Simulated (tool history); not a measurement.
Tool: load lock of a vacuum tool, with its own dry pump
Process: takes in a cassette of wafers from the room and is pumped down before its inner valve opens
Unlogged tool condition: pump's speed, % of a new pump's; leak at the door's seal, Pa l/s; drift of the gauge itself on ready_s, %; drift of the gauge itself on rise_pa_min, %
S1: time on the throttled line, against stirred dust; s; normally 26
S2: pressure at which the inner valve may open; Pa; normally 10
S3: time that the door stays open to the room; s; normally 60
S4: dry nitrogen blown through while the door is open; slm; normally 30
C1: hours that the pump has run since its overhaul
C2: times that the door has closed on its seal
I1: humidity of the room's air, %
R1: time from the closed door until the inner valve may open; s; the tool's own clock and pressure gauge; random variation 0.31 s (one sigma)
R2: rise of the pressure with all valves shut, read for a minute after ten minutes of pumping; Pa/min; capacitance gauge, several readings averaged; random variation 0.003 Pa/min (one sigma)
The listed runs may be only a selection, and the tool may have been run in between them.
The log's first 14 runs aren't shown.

run 15 hour=1653.3 | S1=26 S2=10 S3=126 S4=30 | C1=2125 C2=8804 | I1=44.9 | R1=39.4 R2=0.121
run 16 hour=1757.5 | S1=26 S2=10 S3=60 S4=43 | C1=2230 C2=8909 | I1=42.4 | R1=39.3 R2=0.097
run 17 hour=1901.3 | S1=26 S2=14 S3=60 S4=43 | C1=2373 C2=9055 | I1=45.9 | R1=38.9 R2=0.104
run 18 hour=2047.9 | S1=26 S2=14 S3=60 S4=43 | C1=2520 C2=9204 | I1=41.4 | R1=38.3 R2=0.102
run 19 hour=2168.9 | S1=26 S2=9 S3=60 S4=30 | C1=2641 C2=9326 | I1=46.3 | R1=38.2 R2=0.113
run 20 hour=2298.7 | S1=41 S2=9 S3=60 S4=35 | C1=2771 C2=9458 | I1=47 | R1=52.3 R2=0.115
run 21 hour=2437.1 | S1=19 S2=9 S3=60 S4=4 | C1=2909 C2=9598 | I1=45 | R1=33.7 R2=0.143
run 22 hour=2572.2 | S1=26 S2=20 S3=60 S4=8 | C1=3044 C2=9735 | I1=48.1 | R1=37.5 R2=0.134
run 23 hour=2713.3 | S1=26 S2=20 S3=60 S4=8 | C1=3185 C2=9878 | I1=45.4 | R1=38.2 R2=0.139
run 24 hour=2843.5 | S1=26 S2=20 S3=60 S4=8 | C1=3316 C2=10010 | I1=42.9 | R1=38.3 R2=0.137
run 25 hour=2964.8 | S1=26 S2=13 S3=60 S4=10 | C1=3437 C2=10133 | I1=48.4 | R1=38.9 R2=0.148
run 26 hour=3111.4 | S1=26 S2=13 S3=60 S4=10 | C1=3584 C2=10282 | I1=43 | R1=39 R2=0.14
run 27 hour=3219.3 | S1=21 S2=13 S3=60 S4=35 | C1=3691 C2=10391 | I1=47.7 | R1=34.7 R2=0.126
run 28 hour=3372.8 | S1=16 S2=18 S3=60 S4=9 | C1=3845 C2=10547 | I1=44.5 | R1=30.3 R2=0.149
run 29 hour=3506 | S1=21 S2=8 S3=109 S4=5 | C1=3978 C2=10682 | I1=44.6 | R1=35.2 R2=0.169
run 30 hour=3612.9 | S1=26 S2=10 S3=50 S4=30 | C1=4085 C2=10790 | I1=45.1 | R1=39.3 R2=0.13
run 31 hour=3698.5 | S1=26 S2=10 S3=50 S4=30 | C1=4171 C2=10877 | I1=45.1 | R1=39.1 R2=0.134
run 32 hour=3795 | S1=26 S2=10 S3=60 S4=7 | C1=4267 C2=10974 | I1=46 | R1=39.9 R2=0.152
run 33 hour=3936.3 | S1=26 S2=10 S3=60 S4=7 | C1=4408 C2=11118 | I1=43.4 | R1=39.5 R2=0.154
run 34 hour=4090.5 | S1=26 S2=10 S3=60 S4=7 | C1=4563 C2=11274 | I1=45.8 | R1=39.7 R2=0.156
run 35 hour=4190.2 | S1=26 S2=19 S3=25 S4=30 | C1=4662 C2=11375 | I1=42.6 | R1=37.9 R2=0.13
run 36 hour=4271.8 | S1=26 S2=19 S3=25 S4=30 | C1=4744 C2=11458 | I1=44.5 | R1=38.2 R2=0.123
run 37 hour=4347.3 | S1=26 S2=19 S3=25 S4=30 | C1=4819 C2=11534 | I1=43 | R1=38.3 R2=0.132
run 38 hour=4505.9 | S1=26 S2=15 S3=111 S4=30 | C1=4978 C2=11695 | I1=41.2 | R1=38.4 R2=0.153

Consider 3 possible next runs. They are alternatives, not a sequence: every one starts from the tool as it was left by run 38. What does each give?
run A hour=4651.3 | S1=26 S2=10 S3=48 S4=30 | C1=5123 C2=11842 | I1=43.9 | R1=? R2=?
run B hour=4651.3 | S1=23 S2=15 S3=111 S4=5 | C1=5123 C2=11842 | I1=49.2 | R1=? R2=?
run C hour=4651.3 | S1=26 S2=13 S3=77 S4=22 | C1=5123 C2=11842 | I1=45.3 | R1=? R2=?

run=A R1=39.4 R2=0.144
run=B R1=36.1 R2=0.197
run=C R1=39.2 R2=0.153
Had the tool no hidden state, the same runs would have come out as:
run=A R1=38.8 R2=0.038
run=B R1=35.6 R2=0.09
run=C R1=38.6 R2=0.049

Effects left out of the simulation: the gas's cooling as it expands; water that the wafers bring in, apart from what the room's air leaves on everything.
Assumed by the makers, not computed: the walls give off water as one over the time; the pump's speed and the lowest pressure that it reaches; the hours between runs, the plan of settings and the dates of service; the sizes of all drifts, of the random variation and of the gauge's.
